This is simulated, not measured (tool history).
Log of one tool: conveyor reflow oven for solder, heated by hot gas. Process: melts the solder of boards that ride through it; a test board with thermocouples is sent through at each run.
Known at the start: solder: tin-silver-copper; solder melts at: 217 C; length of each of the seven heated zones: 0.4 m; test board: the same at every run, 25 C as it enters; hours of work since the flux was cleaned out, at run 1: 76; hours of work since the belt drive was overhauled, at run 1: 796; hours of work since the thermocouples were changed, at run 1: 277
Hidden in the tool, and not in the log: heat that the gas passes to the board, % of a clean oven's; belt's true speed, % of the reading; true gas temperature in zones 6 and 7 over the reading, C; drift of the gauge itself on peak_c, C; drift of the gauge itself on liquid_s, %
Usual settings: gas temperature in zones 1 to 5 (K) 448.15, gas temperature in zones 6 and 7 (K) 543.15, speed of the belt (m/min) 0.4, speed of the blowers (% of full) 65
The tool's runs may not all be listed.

run,hour,gas temperature in zones 1 to 5 (K),gas temperature in zones 6 and 7 (K),speed of the belt (m/min),speed of the blowers (% of full),hours of work since the flux was cleaned out,hours of work since the belt drive was overhauled,hours of work since the thermocouples were changed,highest temperature of the board (K),time above the solder's melting point (s)
1,0,448.15,543.15,0.4,65,76,796,277,534.25,102.9
2,14,448.15,543.15,0.4,65,85,806,286,533.05,103.3
3,30.2,448.15,543.15,0.4,65,96,816,297,533.35,102
4,44.8,448.15,543.15,0.4,65,106,826,307,533.65,102.7
5,56.1,448.15,543.15,0.403,65,113,834,315,534.25,101.6
6,73.6,448.15,543.15,0.367,65,125,846,326,535.25,113.4
7,81.9,463.15,543.15,0.367,65,131,851,332,536.95,123
8,98.3,448.15,543.15,0.4,65,142,862,343,532.75,101.7
9,108.5,448.15,543.15,0.4,65,148,869,350,533.25,101.8
10,116.8,452.15,543.15,0.4,65,154,875,355,533.85,104.8
# hour 122.8: flux residue cleaned out of gas plates and filters
11,134.3,452.15,543.15,0.4,65,8,883,364,533.45,104.9
12,144.2,452.15,543.15,0.374,65,14,890,370,535.05,113.4
13,157.3,448.15,543.15,0.458,65,23,898,379,530.05,85.4
# hour 169.8: belt drive overhauled, speed set with a stopwatch
14,174.8,448.15,547.15,0.458,65,32,3,388,534.85,87.3
15,184.9,448.15,543.15,0.445,65,39,10,395,530.25,88
16,198.8,448.15,543.15,0.37,65,48,19,404,535.35,111.5
17,213.4,448.15,543.15,0.37,65,58,29,414,534.55,111.1
18,222.6,448.15,543.15,0.37,65,64,35,420,533.95,112
19,236.3,448.15,543.15,0.478,65,73,45,429,527.65,78.9
20,253.7,448.15,543.15,0.343,65,85,56,441,535.95,122.1
21,264.4,448.15,543.15,0.343,65,92,63,448,536.15,121.4
22,275,448.15,543.15,0.343,65,99,70,455,536.35,121.8
23,290.1,448.15,543.15,0.343,65,109,81,465,536.35,121.6
24,302.6,448.15,557.15,0.4,65,118,89,474,545.55,110.3
25,320,439.15,543.15,0.471,64,130,101,485,527.35,75
26,337.4,437.15,557.15,0.471,61,141,112,497,538.65,83.5
27,354.6,437.15,557.15,0.471,61,153,124,509,539.15,84.1
# hour 362.3: flux residue cleaned out of gas plates and filters
28,370.5,448.15,535.15,0.34,65,5,131,516,528.25,116.3
29,381.7,452.15,535.15,0.36,52,13,139,523,527.05,109.4
30,397.5,448.15,543.15,0.4,53,24,149,534,532.95,99.1

Forecast each of these 3 alternatives for the next run:
A,412.4,448.15,543.15,0.4,67,34,159,544,?,?
B,412.4,444.15,543.15,0.39,74,34,159,544,?,?
C,412.4,448.15,543.15,0.465,65,34,159,544,?,?

run,highest temperature of the board (K),time above the solder's melting point (s)
A,532.35,101.2
B,532.55,103.4
C,529.05,82.2
Without the tool's hidden state the same runs would have given:
run,highest temperature of the board (K),time above the solder's melting point (s)
A,534.15,102.5
B,534.35,104.7
C,530.85,83.6
